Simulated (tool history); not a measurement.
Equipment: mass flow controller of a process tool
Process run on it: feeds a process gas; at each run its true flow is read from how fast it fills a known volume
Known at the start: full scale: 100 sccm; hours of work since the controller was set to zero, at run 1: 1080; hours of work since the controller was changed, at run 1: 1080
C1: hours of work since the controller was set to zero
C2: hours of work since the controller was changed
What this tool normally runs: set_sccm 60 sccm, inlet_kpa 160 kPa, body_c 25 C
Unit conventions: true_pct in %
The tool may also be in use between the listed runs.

{"run": 1, "hour": 0.0, "set_sccm": 60, "inlet_kpa": 160, "body_c": 25, "C1": 1080, "C2": 1080, "true_pct": 98.87}
{"run": 2, "hour": 139.7, "set_sccm": 60, "inlet_kpa": 160, "body_c": 25, "C1": 1147, "C2": 1147, "true_pct": 98.85}
{"run": 3, "hour": 291.4, "set_sccm": 60, "inlet_kpa": 160, "body_c": 25, "C1": 1220, "C2": 1220, "true_pct": 98.84}
{"run": 4, "hour": 404.0, "set_sccm": 60, "inlet_kpa": 160, "body_c": 25, "C1": 1273, "C2": 1273, "true_pct": 98.91}
{"run": 5, "hour": 496.4, "set_sccm": 60, "inlet_kpa": 160, "body_c": 25, "C1": 1318, "C2": 1318, "true_pct": 98.97}
{"run": 6, "hour": 584.6, "set_sccm": 60, "inlet_kpa": 160, "body_c": 25, "C1": 1360, "C2": 1360, "true_pct": 98.79}
{"run": 7, "hour": 719.7, "set_sccm": 60, "inlet_kpa": 160, "body_c": 25, "C1": 1424, "C2": 1424, "true_pct": 98.97}
{"run": 8, "hour": 831.0, "set_sccm": 60, "inlet_kpa": 160, "body_c": 25, "C1": 1478, "C2": 1478, "true_pct": 98.67}
{"run": 9, "hour": 967.3, "set_sccm": 60, "inlet_kpa": 160, "body_c": 25, "C1": 1543, "C2": 1543, "true_pct": 98.72}
{"run": 10, "hour": 1083.9, "set_sccm": 60, "inlet_kpa": 160, "body_c": 25, "C1": 1598, "C2": 1598, "true_pct": 98.9}
{"run": 11, "hour": 1189.8, "set_sccm": 60, "inlet_kpa": 160, "body_c": 25, "C1": 1649, "C2": 1649, "true_pct": 98.76}
{"run": 12, "hour": 1325.9, "set_sccm": 60, "inlet_kpa": 160, "body_c": 25, "C1": 1714, "C2": 1714, "true_pct": 99}
{"run": 13, "hour": 1418.5, "set_sccm": 60, "inlet_kpa": 160, "body_c": 25, "C1": 1758, "C2": 1758, "true_pct": 98.83}
{"run": 14, "hour": 1533.1, "set_sccm": 60, "inlet_kpa": 160, "body_c": 25, "C1": 1813, "C2": 1813, "true_pct": 98.82}
{"run": 15, "hour": 1678.3, "set_sccm": 60, "inlet_kpa": 160, "body_c": 25, "C1": 1883, "C2": 1883, "true_pct": 98.76}
{"run": 16, "hour": 1777.5, "set_sccm": 60, "inlet_kpa": 160, "body_c": 25, "C1": 1930, "C2": 1930, "true_pct": 98.64}
{"run": 17, "hour": 1932.1, "set_sccm": 60, "inlet_kpa": 160, "body_c": 25, "C1": 2004, "C2": 2004, "true_pct": 98.83}
{"run": 18, "hour": 2097.9, "set_sccm": 60, "inlet_kpa": 143, "body_c": 25, "C1": 2083, "C2": 2083, "true_pct": 98.82}
{"run": 19, "hour": 2233.6, "set_sccm": 60, "inlet_kpa": 143, "body_c": 25, "C1": 2148, "C2": 2148, "true_pct": 98.85}
{"run": 20, "hour": 2349.2, "set_sccm": 60, "inlet_kpa": 261, "body_c": 25, "C1": 2203, "C2": 2203, "true_pct": 99.46}
{"run": 21, "hour": 2466.4, "set_sccm": 60, "inlet_kpa": 160, "body_c": 27, "C1": 2259, "C2": 2259, "true_pct": 99.05}
{"run": 22, "hour": 2618.1, "set_sccm": 60, "inlet_kpa": 160, "body_c": 27, "C1": 2332, "C2": 2332, "true_pct": 99.13}
{"run": 23, "hour": 2749.7, "set_sccm": 60, "inlet_kpa": 160, "body_c": 27, "C1": 2395, "C2": 2395, "true_pct": 98.96}
{"run": 24, "hour": 2855.5, "set_sccm": 60, "inlet_kpa": 160, "body_c": 27, "C1": 2445, "C2": 2445, "true_pct": 98.99}
{"run": 25, "hour": 2945.1, "set_sccm": 95, "inlet_kpa": 193, "body_c": 27, "C1": 2488, "C2": 2488, "true_pct": 100.04}
{"run": 26, "hour": 3096.7, "set_sccm": 30, "inlet_kpa": 206, "body_c": 27, "C1": 2561, "C2": 2561, "true_pct": 98.46}
{"run": 27, "hour": 3172.6, "set_sccm": 89, "inlet_kpa": 208, "body_c": 29, "C1": 2597, "C2": 2597, "true_pct": 100.15}
{"run": 28, "hour": 3334.4, "set_sccm": 22, "inlet_kpa": 200, "body_c": 25, "C1": 2674, "C2": 2674, "true_pct": 98.23}
{"run": 29, "hour": 3460.7, "set_sccm": 41, "inlet_kpa": 169, "body_c": 25, "C1": 2735, "C2": 2735, "true_pct": 98.41}
{"run": 30, "hour": 3620.7, "set_sccm": 21, "inlet_kpa": 268, "body_c": 24, "C1": 2811, "C2": 2811, "true_pct": 98.23}
{"run": 31, "hour": 3765.3, "set_sccm": 67, "inlet_kpa": 250, "body_c": 33, "C1": 2880, "C2": 2880, "true_pct": 100.34}
{"run": 32, "hour": 3911.1, "set_sccm": 60, "inlet_kpa": 211, "body_c": 21, "C1": 2950, "C2": 2950, "true_pct": 98.65}
{"run": 33, "hour": 3990.8, "set_sccm": 60, "inlet_kpa": 211, "body_c": 21, "C1": 2988, "C2": 2988, "true_pct": 98.6}
{"run": 34, "hour": 4106.0, "set_sccm": 60, "inlet_kpa": 211, "body_c": 21, "C1": 3043, "C2": 3043, "true_pct": 98.64}
{"run": 35, "hour": 4201.7, "set_sccm": 60, "inlet_kpa": 211, "body_c": 21, "C1": 3089, "C2": 3089, "true_pct": 98.58}
{"run": 36, "hour": 4310.9, "set_sccm": 80, "inlet_kpa": 272, "body_c": 34, "C1": 3141, "C2": 3141, "true_pct": 100.7}
{"run": 37, "hour": 4389.3, "set_sccm": 47, "inlet_kpa": 254, "body_c": 34, "C1": 3179, "C2": 3179, "true_pct": 99.88}
{"run": 38, "hour": 4536.5, "set_sccm": 47, "inlet_kpa": 254, "body_c": 34, "C1": 3249, "C2": 3249, "true_pct": 99.83}
{"run": 39, "hour": 4646.8, "set_sccm": 47, "inlet_kpa": 266, "body_c": 34, "C1": 3302, "C2": 3302, "true_pct": 99.94}

Run 40 has not been measured yet. What should we expect?
{"run": 40, "hour": 4750.2, "set_sccm": 47, "inlet_kpa": 266, "body_c": 34, "C1": 3351, "C2": 3351, "true_pct": "?"}

{"run 40": {"true_pct": 99.85}}
If the tool had no hidden condition, the same run with the same run-to-run variation would have returned true_pct 99.84 %.
